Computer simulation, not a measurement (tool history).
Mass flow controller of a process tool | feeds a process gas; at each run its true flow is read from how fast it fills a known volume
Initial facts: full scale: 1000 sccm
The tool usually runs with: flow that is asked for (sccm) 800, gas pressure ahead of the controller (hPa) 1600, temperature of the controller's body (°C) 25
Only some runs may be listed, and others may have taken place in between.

run,hour,flow that is asked for (sccm),gas pressure ahead of the controller (hPa),temperature of the controller's body (°C),true flow (%)
1,0.0,800,1600,25,99.76
2,75.3,800,1450,25,99.79
3,140.0,800,1450,25,99.65
4,222.9,800,1400,25,99.78
5,293.6,800,1400,25,99.84
6,398.7,800,1400,25,99.86
7,498.0,800,1400,25,100.00
8,602.0,800,1400,25,99.91
9,694.7,800,1600,25,99.92

Run 10 comes next. What will it give?
10,777.9,800,1600,27,?

Logged for run 10: true flow (%) 99.98.
With the hidden condition absent and the run-to-run variation left alone, this run would have shown true flow (%) 99.57.

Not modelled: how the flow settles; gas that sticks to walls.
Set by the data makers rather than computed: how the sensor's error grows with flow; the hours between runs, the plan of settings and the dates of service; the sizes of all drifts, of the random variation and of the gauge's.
